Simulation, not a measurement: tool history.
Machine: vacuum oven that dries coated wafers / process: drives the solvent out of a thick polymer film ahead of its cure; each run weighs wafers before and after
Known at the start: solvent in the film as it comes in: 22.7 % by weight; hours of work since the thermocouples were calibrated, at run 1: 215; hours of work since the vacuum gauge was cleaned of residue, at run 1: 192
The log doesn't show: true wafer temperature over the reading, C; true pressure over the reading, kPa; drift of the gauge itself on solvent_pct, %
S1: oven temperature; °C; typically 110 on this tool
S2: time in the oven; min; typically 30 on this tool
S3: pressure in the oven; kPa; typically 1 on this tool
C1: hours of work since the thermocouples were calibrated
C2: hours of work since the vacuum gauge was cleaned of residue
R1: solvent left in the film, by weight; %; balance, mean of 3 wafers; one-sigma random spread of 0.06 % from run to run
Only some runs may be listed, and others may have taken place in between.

Run 1, day 0: usual settings; C1 215; C2 192. Result: R1 3.38 %.
Run 2, day 1.217: usual settings; C1 230; C2 207. Result: R1 3.33 %.
Run 3, day 2.442: usual settings but S2 41 min; C1 244; C2 222. Result: R1 2.25 %.
Run 4, day 3.238: usual settings; C1 254; C2 231. Result: R1 3.48 %.
Run 5, day 4.017: usual settings; C1 263; C2 241. Result: R1 3.38 %.
Run 6, day 5.304: usual settings; C1 279; C2 256. Result: R1 3.43 %.
Run 7, day 6.417: usual settings; C1 292; C2 270. Result: R1 3.36 %.
Run 8, day 7.338: usual settings; C1 303; C2 281. Result: R1 3.4 %.
Run 9, day 8.421: usual settings but S3 0.63 kPa; C1 316; C2 294. Result: R1 3.22 %.
Run 10, day 9.475: usual settings; C1 329; C2 306. Result: R1 3.54 %.
Run 11, day 10.767: usual settings; C1 344; C2 322. Result: R1 3.56 %.
Run 12, day 12.029: usual settings but S2 53 min; C1 360; C2 337. Result: R1 1.48 %.
Run 13, day 13.35: usual settings but S2 53 min; C1 375; C2 353. Result: R1 1.51 %.
Run 14, day 14.304: usual settings; C1 387; C2 365. Result: R1 3.52 %.
Run 15, day 15.408: usual settings; C1 400; C2 378. Result: R1 3.49 %.
Run 16, day 16.729: usual settings but S1 116 °C, S2 18 min, S3 1.2 kPa; C1 416; C2 394. Result: R1 4.55 %.
Run 17, day 17.917: usual settings but S1 112 °C, S2 27 min, S3 1.83 kPa; C1 430; C2 408. Result: R1 4.04 %.
Run 18, day 19.196: usual settings but S3 0.82 kPa; C1 446; C2 423. Result: R1 3.46 %.
Run 19, day 20.542: usual settings but S1 98 °C, S2 43 min, S3 1.13 kPa; C1 462; C2 440. Result: R1 5.55 %.
Run 20, day 21.133: usual settings but S2 18 min; C1 469; C2 447. Result: R1 6.59 %.
Run 21, day 22.092: usual settings but S3 0.72 kPa; C1 481; C2 458. Result: R1 3.46 %.
Run 22, day 22.712: usual settings but S3 0.72 kPa; C1 488; C2 466. Result: R1 3.36 %.
Run 23, day 24.008: usual settings but S2 53 min, S3 1.3 kPa; C1 504; C2 481. Result: R1 1.74 %.
Run 24, day 25.175: usual settings but S1 106 °C, S3 2.45 kPa; C1 518; C2 495. Result: R1 6.02 %.
Run 25, day 26.012: usual settings but S1 104 °C, S2 36 min, S3 2.54 kPa; C1 528; C2 505. Result: R1 5.84 %.
Run 26, day 26.825: usual settings but S1 121 °C, S2 26 min, S3 0.73 kPa; C1 538; C2 515. Result: R1 1.49 %.
Run 27, day 28.046: usual settings but S1 121 °C, S2 26 min, S3 0.73 kPa; C1 552; C2 530. Result: R1 1.5 %.

Alternative continuations, all from the tool just after run 27; predict every row:
Run A, day 29.2: usual settings but S1 120 °C, S2 23 min, S3 3.28 kPa; C1 566; C2 544. Result: R1 ?.
Run B, day 29.2: usual settings but S1 123 °C, S2 48 min, S3 1.39 kPa; C1 566; C2 544. Result: R1 ?.
Run C, day 29.2: usual settings but S1 109 °C, S3 1.97 kPa; C1 566; C2 544. Result: R1 ?.
Run D, day 29.2: usual settings but S1 119 °C, S2 26 min, S3 0.73 kPa; C1 566; C2 544. Result: R1 ?.

run    R1
  A  3.46
  B  0.78
  C  4.59
  D  1.88
With no hidden state in the tool, these same runs would have given:
run    R1
  A  3.24
  B  0.71
  C   4.3
  D   1.7
